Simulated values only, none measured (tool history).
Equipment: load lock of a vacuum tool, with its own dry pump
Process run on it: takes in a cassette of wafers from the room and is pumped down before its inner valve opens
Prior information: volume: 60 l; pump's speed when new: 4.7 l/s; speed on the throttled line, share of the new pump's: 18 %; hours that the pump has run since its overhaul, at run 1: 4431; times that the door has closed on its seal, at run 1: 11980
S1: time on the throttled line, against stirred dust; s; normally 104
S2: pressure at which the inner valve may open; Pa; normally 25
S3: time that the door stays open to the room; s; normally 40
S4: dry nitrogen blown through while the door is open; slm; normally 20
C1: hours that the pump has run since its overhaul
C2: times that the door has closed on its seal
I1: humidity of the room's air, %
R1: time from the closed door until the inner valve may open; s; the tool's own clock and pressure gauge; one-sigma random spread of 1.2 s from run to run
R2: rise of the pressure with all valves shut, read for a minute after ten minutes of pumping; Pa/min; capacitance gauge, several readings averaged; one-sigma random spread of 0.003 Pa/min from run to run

run	day	S1	S2	S3	S4	C1	C2	I1	R1	R2
1	0.000	104	25	40	20	4431	11980	46.2	196.2	0.056
2	1.992	104	25	40	20	4479	12191	43.9	194.3	0.060
3	5.346	104	25	40	20	4560	12546	42.3	197.9	0.057
4	8.729	104	25	40	20	4641	12904	41.3	198.7	0.062
5	12.792	104	25	40	20	4738	13334	49.1	197.3	0.065
6	16.350	104	25	40	20	4824	13711	45.1	196.2	0.063
7	20.821	104	25	40	20	4931	14184	43.0	198.2	0.067
8	23.512	104	25	40	20	4995	14469	45.4	196.8	0.063
9	27.508	104	25	40	20	5091	14892	43.8	196.1	0.067
10	31.200	104	25	40	20	5180	15282	46.3	198.4	0.073
11	33.808	104	25	40	20	5243	15558	45.2	198.5	0.077
12	38.188	104	25	37	20	5348	16022	44.2	196.5	0.077
13	42.838	104	25	37	5	5459	16514	46.0	198.3	0.088
14	46.475	104	25	40	20	5547	16899	42.9	197.3	0.080
15	48.512	173	25	40	20	5596	17115	48.4	254.1	0.084
16	52.483	173	25	40	20	5691	17535	45.0	255.0	0.081
17	55.692	104	20	40	20	5768	17874	43.4	202.5	0.081
18	58.083	104	20	40	20	5825	18127	44.9	201.8	0.084
19	61.688	104	20	40	20	5912	18509	44.5	201.0	0.088
20	66.138	66	24	162	6	6019	18980	45.6	168.8	0.118
21	68.308	77	42	162	6	6071	19210	46.0	168.8	0.124
22	72.408	77	42	162	6	6169	19643	45.8	170.3	0.124
23	75.992	104	29	143	18	6255	20023	46.9	195.3	0.107
24	80.392	86	29	43	12	6361	20488	43.9	182.6	0.105
25	83.050	86	24	43	23	6424	20769	47.2	183.5	0.102
26	85.808	86	24	51	27	6491	21062	41.6	185.5	0.101
27	87.900	57	25	40	20	6541	21283	49.0	161.6	0.106
28	90.854	57	25	40	20	6612	21595	42.6	162.5	0.104
29	95.046	104	25	47	15	6712	22039	48.2	196.0	0.111
30	97.467	73	29	26	6	6770	22295	46.4	172.7	0.114
31	100.083	73	29	26	6	6833	22572	46.4	173.3	0.120
32	102.950	73	29	26	6	6902	22876	48.6	171.7	0.121
33	107.750	73	29	26	6	7017	23383	46.5	173.6	0.119
34	110.129	73	29	26	6	7074	23635	43.1	173.3	0.120
35	113.704	104	31	38	20	7160	24014	46.9	196.0	0.119
36	116.412	104	31	38	20	7225	24300	43.2	196.3	0.122
37	121.250	90	25	40	20	7341	24812	47.8	188.9	0.127

Each row is a separate what-if for the run after 37, all from the same tool condition, not one after another. Results?
A	124.733	193	25	40	10	7425	25181	43.3	?	?
B	124.733	100	38	40	20	7425	25181	46.6	?	?
C	124.733	169	25	40	7	7425	25181	45.1	?	?
D	124.733	104	27	40	20	7425	25181	45.0	?	?

run	R1	R2
A	271.2	0.136
B	191.9	0.133
C	249.7	0.138
D	198.2	0.119
Take away the tool's hidden state, keep each run's random variation, and the runs would have read:
run	R1	R2
A	264.2	0.024
B	183.7	0.022
C	242.3	0.024
D	189.4	0.008
